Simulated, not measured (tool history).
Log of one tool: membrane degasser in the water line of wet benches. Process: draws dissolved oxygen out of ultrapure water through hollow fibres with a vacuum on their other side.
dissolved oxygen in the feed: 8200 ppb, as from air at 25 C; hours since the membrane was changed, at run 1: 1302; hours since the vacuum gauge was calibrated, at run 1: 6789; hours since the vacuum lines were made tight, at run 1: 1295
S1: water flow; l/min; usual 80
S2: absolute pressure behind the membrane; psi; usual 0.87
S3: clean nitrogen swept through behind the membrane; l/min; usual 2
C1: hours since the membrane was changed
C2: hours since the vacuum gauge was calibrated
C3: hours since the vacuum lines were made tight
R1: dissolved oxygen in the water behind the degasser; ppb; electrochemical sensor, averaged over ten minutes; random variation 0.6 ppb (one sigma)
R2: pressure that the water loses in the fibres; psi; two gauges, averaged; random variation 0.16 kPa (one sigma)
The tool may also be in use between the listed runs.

run,hour,S1,S2,S3,C1,C2,C3,R1,R2
1,0,80,0.87,2,1302,6789,1295,241.7,9.223
2,43.2,80,0.87,2,1345,6832,1338,239.4,9.262
3,89.4,80,0.87,2,1392,6878,1384,240.3,9.239
4,141.1,80,0.87,2,1443,6930,1436,239.2,9.261
# hour 145: vacuum gauge calibrated
5,193.8,80,0.87,2,1495,49,1488,240.9,9.262
6,241.8,69,1.179,3.19,1543,97,1536,242.6,7.97
7,280,69,1.455,1.55,1582,135,1574,581.5,7.977
8,318.2,55,1.323,4.94,1620,173,1613,158.4,6.345
9,355.3,98,0.902,2.2,1657,210,1650,287.9,11.358
10,386.4,98,0.902,2.2,1688,241,1681,286.5,11.33

Forecast each of these 3 alternatives for the next run:
A,414.8,98,0.846,2.31,1716,270,1709,?,?
B,414.8,63,1.556,2.2,1716,270,1709,?,?
C,414.8,98,0.902,4.93,1716,270,1709,?,?

run,R1,R2
A,247.3,11.343
B,450.3,7.297
C,154.3,11.333
Without the tool's hidden state the same runs would have given:
run,R1,R2
A,230.8,11.285
B,438.9,7.259
C,145.2,11.275
